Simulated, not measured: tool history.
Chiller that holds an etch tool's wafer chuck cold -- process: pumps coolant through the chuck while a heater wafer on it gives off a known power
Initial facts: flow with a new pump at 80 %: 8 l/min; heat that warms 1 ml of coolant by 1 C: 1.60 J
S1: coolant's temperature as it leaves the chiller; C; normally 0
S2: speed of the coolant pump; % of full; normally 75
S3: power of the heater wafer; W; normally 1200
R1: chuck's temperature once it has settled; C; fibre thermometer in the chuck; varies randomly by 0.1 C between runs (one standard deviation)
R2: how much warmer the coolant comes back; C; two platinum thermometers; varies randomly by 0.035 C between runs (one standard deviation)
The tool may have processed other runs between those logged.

run 1 hour=0.0 | S1=0 S2=75 S3=1200 | R1=12.3 R2=6.41
run 2 hour=72.7 | S1=0 S2=75 S3=742 | R1=8.0 R2=3.93
run 3 hour=126.3 | S1=0 S2=75 S3=1200 | R1=12.5 R2=6.37
run 4 hour=198.6 | S1=0 S2=75 S3=1200 | R1=12.5 R2=6.46
-- hour=215.9 chiller's thermometer calibrated
run 5 hour=240.7 | S1=0 S2=75 S3=1200 | R1=11.8 R2=6.38
run 6 hour=292.1 | S1=0 S2=75 S3=1200 | R1=11.9 R2=6.41
run 7 hour=355.8 | S1=0 S2=75 S3=1200 | R1=11.9 R2=6.44
run 8 hour=403.7 | S1=0 S2=75 S3=1200 | R1=11.9 R2=6.37
run 9 hour=464.9 | S1=0 S2=75 S3=1200 | R1=11.8 R2=6.39
run 10 hour=540.3 | S1=0 S2=75 S3=1200 | R1=12.1 R2=6.41
run 11 hour=589.3 | S1=0 S2=75 S3=1200 | R1=11.9 R2=6.49
run 12 hour=652.2 | S1=0 S2=75 S3=1200 | R1=12.1 R2=6.43
run 13 hour=696.6 | S1=0 S2=97 S3=1200 | R1=10.5 R2=5.03
run 14 hour=780.3 | S1=9 S2=97 S3=1200 | R1=19.3 R2=5.08
run 15 hour=843.8 | S1=0 S2=82 S3=1200 | R1=11.6 R2=5.89
run 16 hour=892.9 | S1=0 S2=82 S3=1200 | R1=11.7 R2=5.86
run 17 hour=946.1 | S1=0 S2=73 S3=1722 | R1=17.8 R2=9.51
run 18 hour=992.6 | S1=0 S2=73 S3=1722 | R1=17.9 R2=9.61
run 19 hour=1041.2 | S1=0 S2=73 S3=1722 | R1=17.8 R2=9.50
run 20 hour=1084.2 | S1=2 S2=77 S3=1198 | R1=14.1 R2=6.35
run 21 hour=1136.3 | S1=2 S2=61 S3=1274 | R1=17.1 R2=8.33
run 22 hour=1203.3 | S1=2 S2=61 S3=1274 | R1=17.1 R2=8.44
run 23 hour=1266.2 | S1=2 S2=68 S3=1355 | R1=16.9 R2=8.09
run 24 hour=1339.2 | S1=2 S2=68 S3=1355 | R1=17.0 R2=8.09
run 25 hour=1416.2 | S1=0 S2=83 S3=1796 | R1=17.5 R2=8.84
run 26 hour=1463.6 | S1=0 S2=83 S3=1796 | R1=17.8 R2=8.95
run 27 hour=1525.0 | S1=0 S2=83 S3=1796 | R1=17.6 R2=8.85
run 28 hour=1590.2 | S1=0 S2=83 S3=1796 | R1=17.7 R2=8.96
run 29 hour=1654.3 | S1=9 S2=75 S3=621 | R1=15.8 R2=3.40
run 30 hour=1722.7 | S1=8 S2=75 S3=913 | R1=17.6 R2=5.04
run 31 hour=1770.8 | S1=7 S2=97 S3=1726 | R1=22.7 R2=7.36
run 32 hour=1810.1 | S1=2 S2=72 S3=955 | R1=12.7 R2=5.45

Below, each run's measurement less what the same run would have read without the hidden state. Both values contain the same run-to-run variation, but the gauge's scatter may not be the same in both:
Unlogged tool condition in this case: heat passed by the chuck's channels, % of clean ones'; flow at a given pump speed, % of a new pump's; coolant's true temperature over the reading, C; drift of the gauge itself on chuck_c, C; drift of the gauge itself on warmer_back_c, C.
run=1 R1=+1.9 R2=+0.40
run=2 R1=+1.5 R2=+0.25
run=3 R1=+2.0 R2=+0.41
run=4 R1=+2.0 R2=+0.43
run=5 R1=+1.2 R2=+0.42
run=6 R1=+1.2 R2=+0.43
run=7 R1=+1.2 R2=+0.44
run=8 R1=+1.3 R2=+0.44
run=9 R1=+1.3 R2=+0.45
run=10 R1=+1.4 R2=+0.46
run=11 R1=+1.4 R2=+0.48
run=12 R1=+1.5 R2=+0.48
run=13 R1=+1.3 R2=+0.38
run=14 R1=+1.4 R2=+0.39
run=15 R1=+1.6 R2=+0.46
run=16 R1=+1.5 R2=+0.47
run=17 R1=+2.3 R2=+0.75
run=18 R1=+2.3 R2=+0.77
run=19 R1=+2.4 R2=+0.77
run=20 R1=+1.7 R2=+0.52
run=21 R1=+2.0 R2=+0.69
run=22 R1=+2.1 R2=+0.71
run=23 R1=+2.2 R2=+0.69
run=24 R1=+2.3 R2=+0.70
run=25 R1=+2.7 R2=+0.78
run=26 R1=+2.8 R2=+0.79
run=27 R1=+2.8 R2=+0.80
run=28 R1=+2.9 R2=+0.82
run=29 R1=+1.3 R2=+0.32
run=30 R1=+1.7 R2=+0.47
run=31 R1=+2.7 R2=+0.70
run=32 R1=+1.9 R2=+0.52
